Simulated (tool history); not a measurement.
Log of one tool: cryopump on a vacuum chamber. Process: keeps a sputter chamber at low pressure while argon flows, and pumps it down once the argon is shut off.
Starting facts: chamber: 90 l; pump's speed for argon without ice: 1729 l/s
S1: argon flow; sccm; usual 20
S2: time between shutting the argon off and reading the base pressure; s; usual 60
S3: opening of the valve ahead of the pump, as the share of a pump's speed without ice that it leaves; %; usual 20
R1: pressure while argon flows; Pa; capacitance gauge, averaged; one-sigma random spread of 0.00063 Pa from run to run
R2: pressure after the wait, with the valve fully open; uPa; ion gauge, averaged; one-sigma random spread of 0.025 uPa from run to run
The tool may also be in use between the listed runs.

{"run": 1, "hour": 0.0, "S1": 20, "S2": 60, "S3": 20, "R1": 0.1033, "R2": 1.43}
{"hour": 11.8, "done": "pump warmed up, emptied and cooled again"}
{"run": 2, "hour": 56.7, "S1": 20, "S2": 60, "S3": 40, "R1": 0.0496, "R2": 1.31}
{"run": 3, "hour": 88.1, "S1": 20, "S2": 60, "S3": 40, "R1": 0.0494, "R2": 1.36}
{"run": 4, "hour": 130.4, "S1": 20, "S2": 60, "S3": 40, "R1": 0.0501, "R2": 1.37}
{"run": 5, "hour": 180.8, "S1": 20, "S2": 60, "S3": 38, "R1": 0.0524, "R2": 1.42}
{"run": 6, "hour": 210.3, "S1": 20, "S2": 60, "S3": 38, "R1": 0.0535, "R2": 1.44}
{"run": 7, "hour": 244.2, "S1": 20, "S2": 60, "S3": 38, "R1": 0.0536, "R2": 1.45}
{"run": 8, "hour": 272.9, "S1": 20, "S2": 60, "S3": 38, "R1": 0.0547, "R2": 1.43}
{"run": 9, "hour": 316.4, "S1": 33, "S2": 175, "S3": 38, "R1": 0.0889, "R2": 0.92}
{"run": 10, "hour": 354.3, "S1": 33, "S2": 175, "S3": 38, "R1": 0.0903, "R2": 0.91}
{"run": 11, "hour": 376.3, "S1": 34, "S2": 148, "S3": 25, "R1": 0.1403, "R2": 0.99}
{"run": 12, "hour": 424.4, "S1": 24, "S2": 97, "S3": 49, "R1": 0.0537, "R2": 1.23}
{"run": 13, "hour": 474.0, "S1": 35, "S2": 25, "S3": 27, "R1": 0.1345, "R2": 2.78}
{"run": 14, "hour": 521.6, "S1": 35, "S2": 25, "S3": 27, "R1": 0.1362, "R2": 2.79}

How would selected steps in R1 from run to run divide? Give the signed amount a tool lacking its hidden state would still show from settings, what came in and random variation, and the signed amount left for the hidden state, including any gauge scatter that is not in both of the compared results.
Hidden state at play: pump's speed, % of a pump's without ice; cold plate's temperature, K; leak into the chamber, uPa l/s; drift of the gauge itself on working_pa, %; drift of the gauge itself on base_upa, %.
Run 1 -> 2: S3 20 -> 40, pump warmed up, emptied and cooled again. R1 -0.0537 Pa: hidden state -0.0049, all else -0.0488.
Run 11 -> 12: S1 34 -> 24, S2 148 -> 97, S3 25 -> 49. R1 -0.0866 Pa: hidden state -0.0014, all else -0.0852.
